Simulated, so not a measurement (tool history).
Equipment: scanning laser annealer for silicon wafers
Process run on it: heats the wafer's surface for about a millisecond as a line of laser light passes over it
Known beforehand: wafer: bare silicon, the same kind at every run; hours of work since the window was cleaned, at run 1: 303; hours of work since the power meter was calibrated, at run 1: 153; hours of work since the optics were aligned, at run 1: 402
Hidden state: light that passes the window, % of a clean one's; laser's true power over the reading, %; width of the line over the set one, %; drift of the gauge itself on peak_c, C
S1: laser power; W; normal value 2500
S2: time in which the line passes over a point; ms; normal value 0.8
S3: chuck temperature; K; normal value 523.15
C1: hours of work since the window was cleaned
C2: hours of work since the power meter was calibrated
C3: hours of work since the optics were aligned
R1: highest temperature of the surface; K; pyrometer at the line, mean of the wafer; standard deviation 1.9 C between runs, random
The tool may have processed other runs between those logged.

run   hour    S1     S2      S3   C1   C2   C3       R1
  1      0  2500    0.8  523.15  303  153  402  1369.15
  2   12.3  2500    0.8  546.15  309  159  409  1392.15
  3   20.4  2500    0.8  546.15  313  164  413  1393.15
      30.9  -- window over the wafer cleaned
  4   39.2  2392    0.8  523.15    4  173  422  1334.15
  5   56.7  2392    0.8  523.15   14  182  431  1336.15
  6   73.1  2392    0.8  523.15   22  191  440  1334.15
  7   87.8  2392    0.8  523.15   30  198  448  1334.15
  8  102.9  2500    0.8  523.15   38  206  456  1370.15
  9  119.8  2500    0.8  523.15   47  215  464  1369.15
 10  133.1  2500    0.8  523.15   54  222  471  1365.15
 11  141.2  2477    0.8  523.15   58  226  476  1362.15
 12  149.3  2500   0.59  523.15   63  231  480  1261.15
 13  165.6  2500   0.59  523.15   71  239  489  1261.15
 14  177.8  2500   0.59  523.15   78  246  495  1261.15
 15  186.1  2500  0.954  523.15   82  250  499  1442.15
 16  193.7  2500  0.954  518.15   86  254  504  1432.15
 17  207.3  2500  0.954  518.15   93  261  511  1432.15
 18  224.9  2500  0.954  518.15  103  271  520  1434.15
 19  234.6  2623  0.917  496.15  108  276  525  1444.15
 20  250.3  2679  0.677  520.15  116  284  533  1361.15
 21  257.4  2679  0.677  520.15  120  288  537  1361.15
 22  272.2  2169  0.952  524.15  127  296  545  1320.15
 23  288.3  2169  0.952  524.15  136  304  553  1323.15
 24  300.3  2311  0.683  488.15  142  311  560  1216.15
 25  310.1  2626  0.823  495.15  147  316  565  1394.15
 26  323.7  2476    0.8  523.15  155  323  572  1359.15
 27  333.3  2500  0.817  501.15  160  328  577  1356.15
 28  340.8  2407    0.8  562.15  164  332  581  1376.15
 29  356.3  2614  0.584  562.15  172  340  589  1331.15
 30  370.1  2500  0.831  523.15  179  347  597  1389.15
 31  385.9  2500    0.8  550.15  188  356  605  1399.15
 32  401.6  2500    0.8  550.15  196  364  613  1398.15
 33  409.9  2241  0.897  542.15  200  368  618  1342.15
 34  419.9  2400   0.98  505.15  206  374  623  1400.15
 35  435.7  2400   0.98  505.15  214  382  631  1398.15

Consider 5 possible next runs. They are alternatives, not a sequence: every one starts from the tool as it was left by run 35. What does each give?
  A  448.6  2183    0.8  553.15  221  389  638   ?
  B  448.6  2414  0.794  530.15  221  389  638   ?
  C  448.6  2400    0.7  525.15  221  389  638   ?
  D  448.6  2556  0.927  542.15  221  389  638   ?
  E  448.6  2419  0.875  494.15  221  389  638   ?

run       R1
  A  1295.15
  B  1346.15
  C  1293.15
  D  1464.15
  E  1347.15
Without the tool's hidden state the same runs would have given:
run       R1
  A  1296.15
  B  1347.15
  C  1295.15
  D  1465.15
  E  1348.15
